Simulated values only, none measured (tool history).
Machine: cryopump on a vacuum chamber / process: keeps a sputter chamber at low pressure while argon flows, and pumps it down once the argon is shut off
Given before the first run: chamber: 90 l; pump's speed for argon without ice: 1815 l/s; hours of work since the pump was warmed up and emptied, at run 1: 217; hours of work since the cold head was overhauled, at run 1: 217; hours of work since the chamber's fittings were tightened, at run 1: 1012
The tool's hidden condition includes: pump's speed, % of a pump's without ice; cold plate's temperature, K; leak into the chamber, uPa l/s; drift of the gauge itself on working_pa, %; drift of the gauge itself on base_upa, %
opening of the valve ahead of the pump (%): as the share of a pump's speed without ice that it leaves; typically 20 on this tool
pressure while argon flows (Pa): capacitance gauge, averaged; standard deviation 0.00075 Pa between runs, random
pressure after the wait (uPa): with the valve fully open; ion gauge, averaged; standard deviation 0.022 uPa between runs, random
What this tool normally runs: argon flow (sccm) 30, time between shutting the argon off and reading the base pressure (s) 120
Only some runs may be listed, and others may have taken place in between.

run	hour	argon flow (sccm)	time between shutting the argon off and reading the base pressure (s)	opening of the valve ahead of the pump (%)	hours of work since the pump was warmed up and emptied	hours of work since the cold head was overhauled	hours of work since the chamber's fittings were tightened	pressure while argon flows (Pa)	pressure after the wait (uPa)
1	0.0	30	120	20	217	217	1012	0.1438	2.37
2	11.9	30	120	20	227	227	1023	0.1447	2.30
3	19.4	30	120	20	234	234	1029	0.1455	2.35
4	34.2	30	120	39	247	247	1042	0.0780	2.46
5	49.9	30	27	39	260	260	1055	0.0770	3.98
6	59.6	30	27	39	268	268	1064	0.0775	3.83
7	76.0	30	27	39	283	283	1078	0.0774	3.94
8	89.9	30	225	20	294	294	1090	0.1454	2.39
9	99.7	33	120	20	303	303	1098	0.1610	2.65
10	112.6	33	120	50	314	314	1109	0.0688	2.62
11	124.3	26	120	20	324	324	1119	0.1263	2.68
12	131.8	30	120	20	330	330	1126	0.1477	2.72
13	140.6	30	120	20	338	338	1133	0.1462	2.76
14	153.9	30	120	20	349	349	1145	0.1472	2.83
15	164.8	30	120	20	359	359	1154	0.1478	2.84
16	175.1	30	120	20	368	368	1163	0.1488	2.81
17	185.5	30	120	20	377	377	1172	0.1488	2.93
18	194.9	30	51	20	385	385	1180	0.1476	3.45
19	201.9	30	51	20	391	391	1186	0.1481	3.48
20	211.6	30	38	39	399	399	1194	0.0803	3.88
21	220.0	12	38	23	406	406	1202	0.0525	3.93
22	228.3	12	38	23	413	413	1209	0.0540	3.91
# hour 234.2: pump warmed up, emptied and cooled again
23	244.8	53	21	23	9	423	1219	0.2175	4.50
24	260.8	33	82	23	23	437	1232	0.1353	2.68
25	274.9	33	82	23	35	449	1245	0.1352	2.66
26	285.7	33	82	23	44	458	1254	0.1336	2.67
27	298.4	33	82	23	55	469	1265	0.1345	2.78
28	312.2	33	82	23	67	481	1277	0.1359	2.82
29	326.3	33	82	23	79	493	1289	0.1361	2.82
30	335.6	54	57	17	87	501	1297	0.3007	3.05
31	345.4	19	57	22	96	510	1305	0.0820	3.10
32	360.3	19	57	22	108	523	1318	0.0812	3.09
33	375.9	19	57	22	122	536	1331	0.0819	3.16

Run by run, hidden condition taken away, random variation retained:
run	pressure while argon flows (Pa)	pressure after the wait (uPa)
1	0.1391	0.58
2	0.1399	0.57
3	0.1405	0.57
4	0.0727	0.58
5	0.0714	2.03
6	0.0716	1.93
7	0.0712	1.97
8	0.1389	0.37
9	0.1536	0.56
10	0.0611	0.58
11	0.1200	0.56
12	0.1402	0.57
13	0.1386	0.57
14	0.1392	0.58
15	0.1396	0.58
16	0.1403	0.59
17	0.1400	0.57
18	0.1386	1.09
19	0.1389	1.10
20	0.0709	1.44
21	0.0486	1.47
22	0.0500	1.44
23	0.2161	2.59
24	0.1342	0.73
25	0.1338	0.77
26	0.1320	0.73
27	0.1327	0.77
28	0.1338	0.75
29	0.1338	0.75
30	0.2965	1.01
31	0.0804	1.00
32	0.0794	0.98
33	0.0800	0.99
